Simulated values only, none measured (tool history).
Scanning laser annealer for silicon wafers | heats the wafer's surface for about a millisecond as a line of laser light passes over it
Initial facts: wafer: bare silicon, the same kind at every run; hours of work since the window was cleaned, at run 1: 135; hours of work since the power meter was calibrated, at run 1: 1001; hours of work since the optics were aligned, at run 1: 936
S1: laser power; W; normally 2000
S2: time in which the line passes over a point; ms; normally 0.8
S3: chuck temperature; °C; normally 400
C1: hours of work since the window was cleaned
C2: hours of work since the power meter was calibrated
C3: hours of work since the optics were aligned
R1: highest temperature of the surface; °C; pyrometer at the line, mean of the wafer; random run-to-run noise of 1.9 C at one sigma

| run | hour | S1 | S2 | S3 | C1 | C2 | C3 | R1 |
|---|---|---|---|---|---|---|---|---|
| 1 | 0 | 2000 | 0.8 | 400 | 135 | 1001 | 936 | 1137 |
| 2 | 28.8 | 2000 | 0.8 | 400 | 151 | 1017 | 952 | 1135 |
| 3 | 85.7 | 2000 | 0.8 | 400 | 183 | 1049 | 984 | 1132 |
| 4 | 112 | 2000 | 0.8 | 400 | 198 | 1064 | 999 | 1130 |
| 5 | 164.6 | 2000 | 0.8 | 400 | 228 | 1094 | 1029 | 1134 |
| 6 | 218.3 | 2000 | 0.8 | 369 | 258 | 1124 | 1059 | 1098 |
| 7 | 264.1 | 2000 | 0.8 | 369 | 284 | 1150 | 1085 | 1096 |
| 8 | 317.6 | 2000 | 0.8 | 369 | 314 | 1181 | 1115 | 1094 |
| 9 | 362.4 | 2134 | 0.8 | 428 | 340 | 1206 | 1141 | 1203 |
| 10 | 415.2 | 2000 | 0.805 | 385 | 369 | 1236 | 1171 | 1112 |
| 11 | 478.4 | 1835 | 0.887 | 433 | 405 | 1272 | 1206 | 1130 |

Here are 5 independent what-if runs from the current tool condition. What would each one return?
| A | 538.3 | 1943 | 0.617 | 410 | 439 | 1305 | 1240 | ? |
| B | 538.3 | 1808 | 0.8 | 380 | 439 | 1305 | 1240 | ? |
| C | 538.3 | 1835 | 0.887 | 372 | 439 | 1305 | 1240 | ? |
| D | 538.3 | 2000 | 0.649 | 362 | 439 | 1305 | 1240 | ? |
| E | 538.3 | 1906 | 0.887 | 438 | 439 | 1305 | 1240 | ? |

| run | R1 |
|---|---|
| A | 1019 |
| B | 1023 |
| C | 1065 |
| D | 1008 |
| E | 1157 |
Without the tool's unlogged condition, the same runs would have read:
| run | R1 |
|---|---|
| A | 1049 |
| B | 1055 |
| C | 1100 |
| D | 1040 |
| E | 1193 |

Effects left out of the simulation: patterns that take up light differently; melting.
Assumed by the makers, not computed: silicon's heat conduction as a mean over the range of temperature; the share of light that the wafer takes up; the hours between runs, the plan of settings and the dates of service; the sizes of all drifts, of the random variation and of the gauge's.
